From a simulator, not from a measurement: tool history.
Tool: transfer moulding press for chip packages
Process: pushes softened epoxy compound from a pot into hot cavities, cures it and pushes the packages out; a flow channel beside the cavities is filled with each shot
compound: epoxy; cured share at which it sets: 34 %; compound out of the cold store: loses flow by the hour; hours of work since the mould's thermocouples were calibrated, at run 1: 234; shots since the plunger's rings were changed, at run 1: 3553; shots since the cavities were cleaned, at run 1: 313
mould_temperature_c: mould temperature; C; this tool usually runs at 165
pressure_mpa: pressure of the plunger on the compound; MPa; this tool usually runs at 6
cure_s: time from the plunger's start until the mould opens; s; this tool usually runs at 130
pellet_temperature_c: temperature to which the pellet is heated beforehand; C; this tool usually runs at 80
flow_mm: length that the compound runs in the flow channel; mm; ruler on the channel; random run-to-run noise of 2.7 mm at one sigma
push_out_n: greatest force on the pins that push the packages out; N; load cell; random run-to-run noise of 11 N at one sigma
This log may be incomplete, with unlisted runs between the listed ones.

run   hour  mould_temperature_c  pressure_mpa  cure_s  pellet_temperature_c  hours of work since the mould's thermocouples were calibrated  shots since the plunger's rings were changed  shots since the cavities were cleaned  incoming compound's hours out of the cold store  flow_mm  push_out_n
  1      0                  165             6     130                    80                                                            234                                          3553                                    313                                             13.4      834         706
  2   10.2                  165             6     130                    73                                                            240                                          3643                                    403                                             41.8      761         677
  3     21                  165          5.26     130                    80                                                            247                                          3739                                    499                                             36.8      726         732
  4   26.8                  165             6     130                    83                                                            251                                          3790                                    550                                             15.1      827         743
  5   36.9                  165             6     130                    83                                                            257                                          3879                                    639                                             28.4      793         754
  6   44.1                  165             6     130                    80                                                            262                                          3942                                    702                                             29.8      788         775
  7     52                  165             6     130                    80                                                            267                                          4012                                    772                                             45.4      750         761
  8   64.2                  165             6     130                    80                                                            275                                          4120                                    880                                               22      811         814
        69  -- cavities cleaned with cleaning compound and waxed
  9   77.8                  158             6     130                    80                                                            282                                          4227                                     78                                             20.8      840         923
 10   84.4                  165             6     130                    80                                                            286                                          4285                                    136                                             46.1      749         577
 11   91.6                  165             6     130                    80                                                            291                                          4349                                    200                                             34.1      774         626
 12    104                  165             6     130                    80                                                            299                                          4458                                    309                                             46.9      750         652
 13  109.8                  165          6.46     130                    80                                                            303                                          4509                                    360                                             10.1      863         735
 14  115.7                  168             6     130                    80                                                            306                                          4562                                    413                                             15.4      807         626
 15  128.1                  168             6     130                    80                                                            314                                          4671                                    522                                             32.4      764         654
 16  137.6                  168             6     130                    80                                                            320                                          4755                                    606                                             15.9      802         686
 17    149                  160             6     115                    80                                                            327                                          4855                                    706                                             40.4      778        1304
 18  155.2                  158             6     130                    80                                                            331                                          4910                                    761                                             26.5      822        1290
 19  165.9                  165             6     126                    80                                                            338                                          5005                                    856                                               42      754         822
     173.3  -- cavities cleaned with cleaning compound and waxed
 20  173.3                  165          6.03     126                    80                                                            342                                          5057                                      0                                             46.4      741         520
 21  185.8                  165          6.01     130                    80                                                            350                                          5167                                    110                                             25.3      788         582
 22  197.1                  165          7.42     130                    80                                                            357                                          5267                                    210                                             20.3      890         645
 23  204.1                  160          7.42     126                    89                                                            361                                          5329                                    272                                               11      943         998
 24  214.3                  168          5.93     157                    86                                                            368                                          5419                                    362                                             21.6      780         551
 25  224.2                  165             6     130                    86                                                            374                                          5506                                    449                                             20.5      795         729
 26  230.1                  165             6     163                    71                                                            378                                          5558                                    501                                             24.2      787         610
 27  240.3                  165             6     163                    71                                                            384                                          5648                                    591                                             29.2      779         617
 28  247.3                  172           5.2     130                    73                                                            389                                          5710                                    653                                             28.3      699         648

Branching from run 28: 3 alternative next runs. What would each branch give?
  A  257.4                  168             6     116                    78                                                            395                                          5799                                    742                                             17.4        ?           ?
  B  257.4                  159          5.43     130                    80                                                            395                                          5799                                    742                                             40.3        ?           ?
  C  257.4                  172           5.2     148                    83                                                            395                                          5799                                    742                                             44.5        ?           ?

run  flow_mm  push_out_n
  A      786         802
  B      736        1179
  C      666         617
Without the tool's hidden state the same runs would have given:
run  flow_mm  push_out_n
  A      843         500
  B      789         723
  C      714         394
